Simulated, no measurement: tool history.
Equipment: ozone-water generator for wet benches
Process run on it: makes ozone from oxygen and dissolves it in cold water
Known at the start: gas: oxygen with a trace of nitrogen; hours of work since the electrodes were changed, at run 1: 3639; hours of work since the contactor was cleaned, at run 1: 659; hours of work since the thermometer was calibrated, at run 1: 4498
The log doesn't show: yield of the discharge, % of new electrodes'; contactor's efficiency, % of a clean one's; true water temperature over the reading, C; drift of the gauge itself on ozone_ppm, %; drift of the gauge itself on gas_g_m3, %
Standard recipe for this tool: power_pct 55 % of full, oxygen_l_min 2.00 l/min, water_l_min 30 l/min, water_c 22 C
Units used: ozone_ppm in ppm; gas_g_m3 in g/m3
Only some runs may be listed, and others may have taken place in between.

run    hour  power_pct  oxygen_l_min  water_l_min  water_c  hours of work since the electrodes were changed  hours of work since the contactor was cleaned  hours of work since the thermometer was calibrated  ozone_ppm  gas_g_m3
  1     0.0         55          2.00           30       22                                             3639                                            659                                                4498        5.6     171.2
  2    98.4         55          2.00           28       22                                             3714                                            735                                                4573        6.1     172.0
  3   236.4         55          2.00           28       22                                             3820                                            841                                                4679        6.0     172.6
  4   329.1         55          2.00           28       22                                             3891                                            912                                                4750        6.1     172.5
  5   433.7         55          2.00           28       22                                             3971                                            992                                                4830        6.1     169.2
      475.4  -- water thermometer calibrated
  6   568.9         55          1.16           28       22                                             4074                                           1095                                                  72        5.3     230.5
  7   627.9         55          1.16           28       22                                             4120                                           1140                                                 117        5.3     230.7
  8   724.4         55          1.16           28       22                                             4194                                           1214                                                 191        5.4     228.6
  9   799.6         55          2.00           30       22                                             4251                                           1272                                                 249        5.8     172.1
      852.7  -- water thermometer calibrated, once more
 10   859.4         55          2.00           30       22                                             4297                                           1317                                                   5        5.7     170.4
 11   993.7         55          2.00           30       22                                             4400                                           1420                                                 108        5.5     170.9
 12  1051.6         55          2.77           30       22                                             4444                                           1465                                                 152        6.2     142.4
 13  1172.7         55          2.00           38       22                                             4537                                           1558                                                 245        4.3     170.3
 14  1238.7         55          2.00           38       22                                             4587                                           1608                                                 296        4.2     169.9
 15  1373.1         55          2.00           38       22                                             4690                                           1711                                                 399        4.4     168.8
 16  1433.1         55          2.00           38       22                                             4736                                           1757                                                 445        4.2     170.3
 17  1566.6         50          1.41           30       19                                             4839                                           1859                                                 547        4.7     190.4
 18  1674.0         50          2.26           30       19                                             4921                                           1942                                                 630        5.5     144.9
 19  1782.8         72          2.26           30       27                                             5004                                           2025                                                 713        6.8     197.2
 20  1915.9         55          1.02           26       18                                             5107                                           2127                                                 815        5.5     245.9
 21  2045.4         55          1.42           30       16                                             5206                                           2227                                                 914        5.3     205.0
 22  2117.7         52          2.00           27       22                                             5261                                           2282                                                 970        6.2     160.6
 23  2224.3         55          1.02           30       22                                             5343                                           2364                                                1051        4.8     246.2
 24  2308.6         55          2.00           30       28                                             5408                                           2428                                                1116        5.4     168.9
 25  2395.2         98          2.00           30       28                                             5474                                           2495                                                1182        8.5     268.5
 26  2453.6         98          2.00           30       28                                             5519                                           2539                                                1227        8.3     267.3
 27  2546.4         55          2.00           31       22                                             5590                                           2611                                                1298        5.2     168.5
 28  2608.4         55          1.22           31       15                                             5637                                           2658                                                1346        4.8     223.4
 29  2669.9         55          1.13           30       29                                             5685                                           2705                                                1393        4.3     230.6
 30  2746.6         55          2.00           34       22                                             5743                                           2764                                                1452        4.7     167.2
 31  2883.5         55          2.00           25       24                                             5848                                           2869                                                1557        6.6     166.4
 32  2975.2         55          2.00           25       24                                             5919                                           2939                                                1627        6.6     165.6

Hidden condition of the tool, last listed run before each entry between runs versus first listed run after:
Runs 5 to 6: water thermometer calibrated (hour 475.4)
  yield of the discharge, % of new electrodes': 95.3 -> 95.2; contactor's efficiency, % of a clean one's: 98 -> 97.8; true water temperature over the reading, C: 0.15 -> 0.19
  measured value less the no-hidden-state value, ozone_ppm: -0.3 -> -0.3 ppm; gas_g_m3: -6.6 -> -9.2 g/m3
Runs 9 to 10: water thermometer calibrated, once more (hour 852.7)
  yield of the discharge, % of new electrodes': 95 -> 94.9; contactor's efficiency, % of a clean one's: 97.7 -> 97.6; true water temperature over the reading, C: 0.2 -> 0.02
  measured value less the no-hidden-state value, ozone_ppm: -0.3 -> -0.3 ppm; gas_g_m3: -7.2 -> -7.3 g/m3

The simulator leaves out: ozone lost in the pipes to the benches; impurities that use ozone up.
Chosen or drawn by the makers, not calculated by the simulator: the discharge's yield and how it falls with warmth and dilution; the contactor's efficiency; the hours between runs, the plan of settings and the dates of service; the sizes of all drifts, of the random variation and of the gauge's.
